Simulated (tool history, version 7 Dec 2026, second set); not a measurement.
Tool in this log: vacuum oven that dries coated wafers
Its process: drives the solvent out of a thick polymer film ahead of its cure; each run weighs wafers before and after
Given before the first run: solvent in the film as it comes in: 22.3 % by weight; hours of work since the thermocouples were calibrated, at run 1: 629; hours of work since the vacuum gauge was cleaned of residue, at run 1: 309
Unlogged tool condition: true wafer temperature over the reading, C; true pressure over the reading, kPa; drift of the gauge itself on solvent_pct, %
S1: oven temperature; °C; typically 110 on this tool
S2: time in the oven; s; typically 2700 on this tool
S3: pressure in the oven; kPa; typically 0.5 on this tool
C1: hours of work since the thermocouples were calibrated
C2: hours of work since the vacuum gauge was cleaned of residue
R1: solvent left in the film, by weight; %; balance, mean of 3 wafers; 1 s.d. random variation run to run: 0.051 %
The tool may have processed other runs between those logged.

run,hour,S1,S2,S3,C1,C2,R1
1,0,110,2700,0.5,629,309,1.1
2,25,110,2700,0.5,643,323,1.01
3,69.2,110,2700,0.5,667,347,1.17
4,94.1,110,2700,0.5,680,360,1.06
5,141.7,110,2700,1.315,706,386,1.79
6,190.6,110,2700,0.5,732,412,1.03
7,220.9,110,2700,0.5,749,429,1
8,263,110,2700,0.5,772,452,1.1
9,299.2,110,2700,0.5,791,471,1.03
10,335.7,110,2700,0.5,811,491,0.98
11,365.8,96,2700,0.5,827,507,3.85
12,389.8,110,2700,0.5,840,520,0.96
13,430,110,2700,0.253,862,542,0.89
14,459.5,110,4200,0.5,878,558,0.63
15,488.1,110,2700,0.5,893,573,1.01
16,516,110,2700,0.5,909,589,1.07
17,538.1,110,2700,0.5,921,601,1.11
18,559.1,97,2700,0.5,932,612,3.55
19,605.6,110,2700,0.5,957,637,1.1
20,637,110,2700,0.5,974,654,0.9
21,671.7,110,2700,0.5,993,673,1.08
22,715.3,110,2700,0.5,1016,697,1.04
# hour 740.6: oven's thermocouples calibrated
23,765.4,110,2700,0.255,13,723,0.77
24,792.7,109,2700,0.255,28,737,0.91
25,817.6,110,1500,0.915,42,751,3.45
26,861.2,110,3420,0.5,65,774,0.73
27,893,110,3420,0.5,82,792,0.76
28,934,110,3420,0.5,105,814,0.75
29,966.4,110,3420,0.5,122,831,0.77
30,1013.8,105,2700,0.5,148,857,1.84
31,1033.8,110,3060,0.492,159,868,0.87
32,1054.1,110,3060,0.886,170,879,1.2
33,1085.5,105,2760,0.827,187,896,2.08
34,1132.2,105,2760,0.827,212,921,2.02
35,1165.6,105,2760,0.827,230,939,2.01
36,1198.5,105,2760,0.827,248,957,2

Expected results for the next run?
37,1220.3,98,1800,0.324,260,969,?

{"run 37": {"R1": 5.34}}
With the hidden condition absent and the run-to-run variation left alone, this run would have shown R1 5.34 %.
